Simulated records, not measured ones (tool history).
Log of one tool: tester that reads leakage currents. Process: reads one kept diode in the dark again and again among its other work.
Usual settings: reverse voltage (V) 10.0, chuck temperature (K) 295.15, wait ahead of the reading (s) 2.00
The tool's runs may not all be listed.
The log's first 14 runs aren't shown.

run	hour	reverse voltage (V)	chuck temperature (K)	wait ahead of the reading (s)	hours of work since the probe card was cleaned	hours of work since the tester was calibrated	hours of work since the chuck was calibrated	current that the tester gives (pA)
15	741.5	10.0	295.15	7.91	172	942	166	106.31
16	776.0	10.0	295.15	1.24	197	967	191	108.49
17	844.4	10.0	295.15	1.24	246	1017	240	108.65
18	898.2	10.0	297.15	1.24	286	1056	279	128.80
19	962.2	10.0	297.15	1.24	332	1102	326	129.62
20	998.7	10.0	295.15	2.00	358	1129	352	107.96
21	1036.6	6.6	307.15	5.64	386	1156	380	241.11
22	1081.6	2.0	300.15	2.00	418	1189	412	74.34
23	1134.6	2.0	300.15	2.00	457	1227	451	74.20
24	1193.2	1.2	300.15	1.43	499	1270	493	56.99
25	1249.0	1.2	300.15	1.43	540	1310	534	57.36
26	1277.0	1.2	300.15	1.43	560	1331	554	56.99
27	1336.4	11.9	300.15	1.43	603	1374	597	182.45
28	1375.1	11.9	294.15	1.43	631	1402	625	109.10
29	1433.8	11.9	294.15	1.43	674	1444	668	108.90
30	1466.3	13.3	320.15	9.61	697	1468	691	966.34
31	1503.8	10.0	294.15	3.41	725	1495	718	97.63
32	1554.4	19.0	295.15	1.30	761	1532	755	150.83
# hour 1586.1: chuck's temperature calibrated
33	1586.1	4.2	295.15	1.30	783	1553	0	69.83
34	1621.7	4.2	295.15	1.30	809	1579	26	69.47
35	1675.7	14.1	295.15	0.77	848	1618	65	131.59
36	1707.6	14.1	295.15	0.77	871	1641	88	131.57
37	1744.0	7.3	295.15	0.77	897	1668	114	93.20
38	1799.6	6.0	295.15	0.38	938	1708	155	86.83
39	1858.9	1.2	295.15	2.00	981	1751	198	37.01

5 ways to go on from here, each from the tool as it stands after run 39. What would each give?
A	1926.0	1.3	295.15	0.44	1029	1800	246	?
B	1926.0	3.5	302.15	2.00	1029	1800	246	?
C	1926.0	16.4	321.15	0.45	1029	1800	246	?
D	1926.0	15.3	307.15	1.92	1029	1800	246	?
E	1926.0	4.3	318.15	1.35	1029	1800	246	?

run	current that the tester gives (pA)
A	39.06
B	116.70
C	1163.50
D	372.06
E	469.85
Without the tool's hidden state the same runs would have given:
run	current that the tester gives (pA)
A	39.04
B	116.63
C	1162.99
D	371.82
E	469.65
